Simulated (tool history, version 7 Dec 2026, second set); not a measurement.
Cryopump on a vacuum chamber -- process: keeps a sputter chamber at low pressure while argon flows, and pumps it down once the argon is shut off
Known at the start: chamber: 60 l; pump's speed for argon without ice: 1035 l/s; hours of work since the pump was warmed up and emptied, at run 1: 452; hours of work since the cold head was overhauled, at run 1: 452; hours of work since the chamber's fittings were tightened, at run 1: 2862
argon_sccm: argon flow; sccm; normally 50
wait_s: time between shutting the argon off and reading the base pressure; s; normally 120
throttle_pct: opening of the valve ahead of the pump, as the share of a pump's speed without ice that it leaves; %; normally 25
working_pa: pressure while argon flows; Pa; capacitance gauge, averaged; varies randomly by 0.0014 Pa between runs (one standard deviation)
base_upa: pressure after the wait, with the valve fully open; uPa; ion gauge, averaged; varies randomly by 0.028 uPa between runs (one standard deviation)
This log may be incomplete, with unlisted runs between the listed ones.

run,day,argon_sccm,wait_s,throttle_pct,hours of work since the pump was warmed up and emptied,hours of work since the cold head was overhauled,hours of work since the chamber's fittings were tightened,working_pa,base_upa
1,0,50,120,25,452,452,2862,0.3366,3.99
2,0.379,50,120,25,460,460,2869,0.3356,3.95
3,1.067,50,120,25,474,474,2883,0.3353,4
4,1.696,50,120,25,486,486,2896,0.3365,4.11
5,2.238,50,108,25,497,497,2907,0.3354,4.15
6,2.592,50,108,25,504,504,2914,0.3373,4.21
7,3.383,50,199,25,520,520,2929,0.3354,3.74
8,3.779,50,120,31,528,528,2937,0.2746,4.1
9,4.192,50,120,31,536,536,2945,0.2729,4.18
10,4.662,50,120,31,545,545,2955,0.2734,4.17
11,5.054,79,246,19,553,553,2963,0.6953,3.59
12,5.504,88,246,48,562,562,2972,0.3187,3.68
13,5.971,75,120,25,571,571,2981,0.5071,4.34

Here are 3 independent what-if runs from the current tool condition. What would each one return?
A,6.758,22,120,25,587,587,2997,?,?
B,6.758,52,32,19,587,587,2997,?,?
C,6.758,43,120,46,587,587,2997,?,?

run,working_pa,base_upa
A,0.1488,4.32
B,0.4602,6.95
C,0.1633,4.31
Without the tool's hidden state the same runs would have given:
run,working_pa,base_upa
A,0.1437,1.29
B,0.4482,3.99
C,0.1534,1.31
